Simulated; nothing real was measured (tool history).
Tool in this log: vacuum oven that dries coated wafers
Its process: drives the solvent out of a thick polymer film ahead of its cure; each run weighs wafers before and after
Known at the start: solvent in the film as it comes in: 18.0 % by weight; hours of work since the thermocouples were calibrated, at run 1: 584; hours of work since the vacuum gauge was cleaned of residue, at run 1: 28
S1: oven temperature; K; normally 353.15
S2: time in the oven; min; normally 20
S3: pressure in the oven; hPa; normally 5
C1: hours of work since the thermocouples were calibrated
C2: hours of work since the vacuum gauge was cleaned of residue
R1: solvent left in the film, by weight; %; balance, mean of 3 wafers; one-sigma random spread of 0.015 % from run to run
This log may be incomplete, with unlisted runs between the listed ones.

run	hour	S1	S2	S3	C1	C2	R1
1	0	353.15	20	5	584	28	0.73
# hour 46.3: oven's thermocouples calibrated
2	96.5	353.15	20	5	40	102	0.61
3	170.5	353.15	20	5	98	160	0.65
4	231.5	353.15	20	5	146	209	0.63
5	305.9	353.15	20	5	205	267	0.63
6	409.4	353.15	20	5	286	349	0.65
7	487.5	353.15	20	5	348	411	0.7
8	532.2	353.15	20	5	383	446	0.69
9	610.5	365.15	20	5	445	508	0.13
10	699.5	365.15	20	5	515	578	0.12
11	779.9	365.15	20	5	579	641	0.14
# hour 832: oven's thermocouples calibrated
12	848.9	349.15	20	5	13	694	1.23
13	896.3	353.15	30	5	51	732	0.27
14	994.9	353.15	30	5	129	809	0.31
15	1053.3	353.15	31	5	175	855	0.28
16	1128.4	353.15	31	5	234	915	0.28
17	1210.4	353.15	31	5	299	979	0.29
18	1262.1	353.15	31	5	339	1020	0.3
19	1334.8	353.15	20	18.31	397	1077	1.13
20	1377.8	353.15	20	8.2	431	1111	0.85
21	1433.5	353.15	20	8.2	475	1155	0.87
22	1536.6	353.15	20	8.2	556	1237	0.89
# hour 1616.3: oven's thermocouples calibrated
23	1640.1	344.15	20	5	19	1317	2.62
24	1689.7	344.15	20	5	58	1356	2.64
25	1740.8	353.15	17	5	98	1396	1.02
26	1834.8	353.15	17	5	172	1470	1.04
27	1938.4	353.15	17	5	254	1552	1.05
28	2036.8	355.15	12	5	332	1630	1.68
29	2126.2	355.15	12	5	402	1700	1.71
30	2173	355.15	12	5	439	1737	1.7
# hour 2244.2: vacuum gauge cleaned of residue and calibrated
31	2245.3	355.15	12	5	495	1	1.59
32	2319.4	355.15	12	5	554	59	1.64
# hour 2403.8: oven's thermocouples calibrated
33	2411.1	367.15	19	2.89	6	130	0.06
34	2462	346.15	20	6.26	46	170	2
35	2550.7	352.15	21	7.87	116	240	0.76
36	2600.3	352.15	11	4.36	155	279	2.67
37	2663.5	343.15	27	4.25	205	329	1.74
38	2756.1	349.15	10	3.04	278	402	4.22
39	2847.6	349.15	13	9.72	350	475	3.18
40	2952.8	358.15	12	12.83	433	558	1.25
41	2995.8	358.15	29	12.83	467	591	0.38
42	3082.7	358.15	29	12.83	536	660	0.39
43	3178.4	353.15	16	4.05	611	736	1.28
# hour 3187.7: oven's thermocouples calibrated
44	3234.7	362.15	21	3.66	37	778	0.15
45	3319.9	362.15	21	3.66	104	846	0.15
46	3375.6	348.15	24	15.7	148	890	1.51

Consider 4 possible next runs. They are alternatives, not a sequence: every one starts from the tool as it was left by run 46. What does each give?
A	3434	348.15	24	5.3	194	936	?
B	3434	361.15	20	14.92	194	936	?
C	3434	353.15	17	3.26	194	936	?
D	3434	350.15	18	2.79	194	936	?

run	R1
A	1.16
B	0.45
C	1.01
D	1.44
The same runs, with their run-to-run variation unchanged, on a tool lacking any hidden condition would have given:
run	R1
A	0.98
B	0.37
C	0.86
D	1.25
